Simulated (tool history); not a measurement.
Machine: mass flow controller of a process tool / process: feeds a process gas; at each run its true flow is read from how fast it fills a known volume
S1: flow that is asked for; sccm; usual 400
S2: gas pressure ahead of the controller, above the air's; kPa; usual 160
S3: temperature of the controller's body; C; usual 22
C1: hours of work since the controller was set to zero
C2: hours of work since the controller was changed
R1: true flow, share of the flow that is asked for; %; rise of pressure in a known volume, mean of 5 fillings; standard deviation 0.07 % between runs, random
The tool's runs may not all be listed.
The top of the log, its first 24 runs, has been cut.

Run 25, hour 1430: usual settings but S1 183 sccm, S2 169 kPa; C1 1969; C2 1969. Result: R1 96.09 %.
At hour 1479.5: gauge calibrated.
Run 26, hour 1483.6: usual settings but S1 395 sccm, S2 237 kPa, S3 23 C; C1 2005; C2 2005. Result: R1 99.12 %.
Run 27, hour 1557.9: usual settings but S1 262 sccm, S2 209 kPa, S3 20 C; C1 2055; C2 2055. Result: R1 98.03 %.
Run 28, hour 1606.9: usual settings but S1 262 sccm, S2 209 kPa, S3 20 C; C1 2088; C2 2088. Result: R1 97.9 %.
Run 29, hour 1662.5: usual settings but S2 187 kPa, S3 37 C; C1 2125; C2 2125. Result: R1 100.24 %.
Run 30, hour 1744.2: usual settings but S2 187 kPa, S3 37 C; C1 2180; C2 2180. Result: R1 100.23 %.
Run 31, hour 1821.7: usual settings but S2 187 kPa, S3 37 C; C1 2232; C2 2232. Result: R1 100.12 %.
Run 32, hour 1872.6: usual settings but S1 274 sccm, S2 217 kPa, S3 37 C; C1 2267; C2 2267. Result: R1 99.09 %.
Run 33, hour 1947.9: usual settings but S1 274 sccm, S2 217 kPa, S3 37 C; C1 2317; C2 2317. Result: R1 99.03 %.
Run 34, hour 1998.3: usual settings but S1 272 sccm, S2 194 kPa; C1 2351; C2 2351. Result: R1 97.72 %.
Run 35, hour 2079.4: usual settings but S1 272 sccm, S2 194 kPa; C1 2406; C2 2406. Result: R1 97.5 %.

Each row is a separate what-if for the run after 35, all from the same tool condition, not one after another. Results?
Run A, hour 2151.2: usual settings but S1 73 sccm, S2 153 kPa, S3 33 C; C1 2454; C2 2454. Result: R1 ?.
Run B, hour 2151.2: usual settings but S1 359 sccm, S2 274 kPa; C1 2454; C2 2454. Result: R1 ?.
Run C, hour 2151.2: usual settings but S1 82 sccm, S3 21 C; C1 2454; C2 2454. Result: R1 ?.
Run D, hour 2151.2: usual settings but S1 239 sccm, S2 148 kPa; C1 2454; C2 2454. Result: R1 ?.
Run E, hour 2151.2: usual settings but S1 272 sccm, S2 245 kPa, S3 35 C; C1 2454; C2 2454. Result: R1 ?.

run     R1
  A  97.38
  B   97.7
  C  96.41
  D  97.49
  E  98.43
With no hidden state in the tool, these same runs would have given:
run     R1
  A  98.28
  B  98.59
  C  97.31
  D  98.39
  E  99.33

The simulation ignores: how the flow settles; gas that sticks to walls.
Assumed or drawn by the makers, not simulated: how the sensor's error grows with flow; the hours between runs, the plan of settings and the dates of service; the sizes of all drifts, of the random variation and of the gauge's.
